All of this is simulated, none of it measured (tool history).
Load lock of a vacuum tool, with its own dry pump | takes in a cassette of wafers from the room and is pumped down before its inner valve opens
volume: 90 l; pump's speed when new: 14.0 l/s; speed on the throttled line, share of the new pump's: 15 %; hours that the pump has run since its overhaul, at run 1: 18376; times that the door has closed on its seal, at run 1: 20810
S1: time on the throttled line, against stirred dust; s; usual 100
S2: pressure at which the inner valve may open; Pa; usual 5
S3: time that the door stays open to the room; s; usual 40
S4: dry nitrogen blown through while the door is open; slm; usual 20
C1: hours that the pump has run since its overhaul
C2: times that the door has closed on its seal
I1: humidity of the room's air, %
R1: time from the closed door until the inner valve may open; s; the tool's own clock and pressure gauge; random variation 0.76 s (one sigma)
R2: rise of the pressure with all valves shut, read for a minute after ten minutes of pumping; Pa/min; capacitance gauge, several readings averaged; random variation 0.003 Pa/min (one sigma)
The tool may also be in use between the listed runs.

Run 1, day 0: usual settings; C1 18376; C2 20810; I1 49.7. Result: R1 164.4 s, R2 0.352 Pa/min.
Run 2, day 10.467: usual settings; C1 18627; C2 21412; I1 44.6. Result: R1 163.6 s, R2 0.369 Pa/min.
Run 3, day 30.067: usual settings but S3 98 s; C1 19098; C2 22540; I1 44.3. Result: R1 164.7 s, R2 0.411 Pa/min.
Run 4, day 41.812: usual settings but S3 98 s; C1 19380; C2 23216; I1 43.8. Result: R1 164.8 s, R2 0.42 Pa/min.
At day 55.854: door's seal changed, seat wiped.
Run 5, day 56.604: usual settings but S3 98 s; C1 19733; C2 43; I1 44.2. Result: R1 166.3 s, R2 0.013 Pa/min.
At day 63.254: dry pump taken out, an overhauled one fitted.
Run 6, day 67.571: usual settings but S3 98 s; C1 104; C2 660; I1 44.9. Result: R1 149.5 s, R2 0.017 Pa/min.
Run 7, day 83.475: usual settings but S3 98 s; C1 485; C2 1575; I1 46.9. Result: R1 150.2 s, R2 0.023 Pa/min.
Run 8, day 99.612: usual settings but S3 98 s; C1 873; C2 2504; I1 46.3. Result: R1 148.7 s, R2 0.03 Pa/min.
Run 9, day 115.212: usual settings but S3 98 s; C1 1247; C2 3401; I1 44.1. Result: R1 150.2 s, R2 0.038 Pa/min.
Run 10, day 129.738: usual settings but S3 98 s; C1 1596; C2 4237; I1 46.2. Result: R1 151.5 s, R2 0.048 Pa/min.
Run 11, day 147.746: usual settings but S3 98 s; C1 2028; C2 5274; I1 45.6. Result: R1 152.5 s, R2 0.048 Pa/min.
Run 12, day 159: usual settings but S3 98 s; C1 2298; C2 5921; I1 43.7. Result: R1 151.3 s, R2 0.057 Pa/min.
Run 13, day 173.342: usual settings; C1 2642; C2 6747; I1 44.3. Result: R1 152.3 s, R2 0.062 Pa/min.
Run 14, day 191.542: usual settings; C1 3079; C2 7794; I1 43.9. Result: R1 152.7 s, R2 0.076 Pa/min.
Run 15, day 209.712: usual settings; C1 3515; C2 8840; I1 42.2. Result: R1 152.4 s, R2 0.091 Pa/min.
Run 16, day 224.575: usual settings; C1 3872; C2 9695; I1 46.3. Result: R1 151.8 s, R2 0.106 Pa/min.
Run 17, day 242.446: usual settings but S4 15 slm; C1 4301; C2 10724; I1 46.8. Result: R1 153.1 s, R2 0.12 Pa/min.
Run 18, day 259.767: usual settings but S3 118 s, S4 15 slm; C1 4716; C2 11720; I1 41.8. Result: R1 152.4 s, R2 0.134 Pa/min.
Run 19, day 275.312: usual settings but S2 8 Pa, S3 163 s, S4 16 slm; C1 5089; C2 12615; I1 46.4. Result: R1 150.5 s, R2 0.164 Pa/min.
Run 20, day 288.229: usual settings but S2 8 Pa, S3 43 s, S4 16 slm; C1 5399; C2 13358; I1 44.1. Result: R1 150.2 s, R2 0.158 Pa/min.
Run 21, day 308.108: usual settings but S2 4 Pa, S3 43 s, S4 16 slm; C1 5876; C2 14502; I1 43.6. Result: R1 156.5 s, R2 0.183 Pa/min.
Run 22, day 321.275: usual settings but S2 4 Pa, S3 43 s, S4 16 slm; C1 6193; C2 15260; I1 45.1. Result: R1 157.2 s, R2 0.199 Pa/min.
Run 23, day 340.75: usual settings but S3 92 s, S4 10 slm; C1 6660; C2 16381; I1 41.2. Result: R1 154.1 s, R2 0.222 Pa/min.
Run 24, day 350.992: usual settings but S3 92 s, S4 10 slm; C1 6906; C2 16970; I1 45.6. Result: R1 153.8 s, R2 0.243 Pa/min.
Run 25, day 365.121: usual settings but S1 83 s, S3 207 s, S4 5 slm; C1 7245; C2 17784; I1 47.8. Result: R1 139.5 s, R2 0.267 Pa/min.
Run 26, day 380.575: usual settings but S1 169 s, S3 54 s, S4 38 slm; C1 7616; C2 18673; I1 45.4. Result: R1 211.6 s, R2 0.259 Pa/min.
Run 27, day 394.842: usual settings but S1 169 s, S3 54 s, S4 38 slm; C1 7958; C2 19494; I1 46.9. Result: R1 212.1 s, R2 0.279 Pa/min.
Run 28, day 412.958: usual settings but S1 169 s, S3 54 s, S4 38 slm; C1 8393; C2 20536; I1 46. Result: R1 212.2 s, R2 0.305 Pa/min.
Run 29, day 431.9: usual settings but S1 169 s, S3 54 s, S4 38 slm; C1 8847; C2 21626; I1 43.5. Result: R1 212 s, R2 0.347 Pa/min.
Run 30, day 446.112: usual settings but S1 60 s, S4 8 slm; C1 9189; C2 22444; I1 41.9. Result: R1 121.9 s, R2 0.369 Pa/min.
Run 31, day 461.554: usual settings but S1 127 s, S2 9 Pa, S3 62 s, S4 6 slm; C1 9559; C2 23333; I1 43.9. Result: R1 172.6 s, R2 0.386 Pa/min.
At day 473.396: door's seal changed, seat wiped.
Run 32, day 478.362: usual settings but S2 9 Pa, S3 70 s; C1 9961; C2 286; I1 42.5. Result: R1 151 s, R2 0.013 Pa/min.
Run 33, day 493.354: usual settings but S4 24 slm; C1 10321; C2 1149; I1 45.1. Result: R1 156.1 s, R2 0.014 Pa/min.
Run 34, day 504.929: usual settings but S1 188 s, S3 26 s, S4 24 slm; C1 10599; C2 1815; I1 46.2. Result: R1 230.9 s, R2 0.017 Pa/min.
Run 35, day 519.062: usual settings but S1 152 s, S3 123 s; C1 10938; C2 2628; I1 43.5. Result: R1 199.2 s, R2 0.031 Pa/min.
Run 36, day 534.254: usual settings but S3 215 s; C1 11302; C2 3502; I1 44.5. Result: R1 157.3 s, R2 0.041 Pa/min.

Measured less the same run without the tool's hidden state. The same run-to-run variation is in both; the gauge's scatter may not be:
The hidden state here: pump's speed, % of a new pump's; leak at the door's seal, Pa l/s; drift of the gauge itself on ready_s, %; drift of the gauge itself on rise_pa_min, %.
run     R1      R2
  1  +14.4  +0.342
  2  +14.6  +0.362
  3  +15.1  +0.394
  4  +15.3  +0.405
  5  +15.8  +0.001
  6   +0.5  +0.002
  7   +0.7  +0.008
  8   +0.9  +0.014
  9   +1.2  +0.021
 10   +1.4  +0.028
 11   +1.6  +0.037
 12   +1.8  +0.044
 13     +2  +0.054
 14   +2.2  +0.065
 15   +2.5  +0.079
 16   +2.7  +0.092
 17   +2.9  +0.107
 18   +3.2  +0.119
 19   +3.3  +0.138
 20   +3.4  +0.148
 21   +4.2  +0.171
 22   +4.6  +0.187
 23   +4.5  +0.204
 24   +4.7  +0.215
 25   +5.2   +0.23
 26   +4.1  +0.253
 27   +4.3  +0.271
 28   +4.5  +0.299
 29   +4.9  +0.336
 30   +6.9  +0.355
 31   +5.3  +0.374
 32   +6.2  +0.001
 33     +7  +0.006
 34   +5.3   +0.01
 35   +6.3  +0.015
 36   +7.7  +0.022
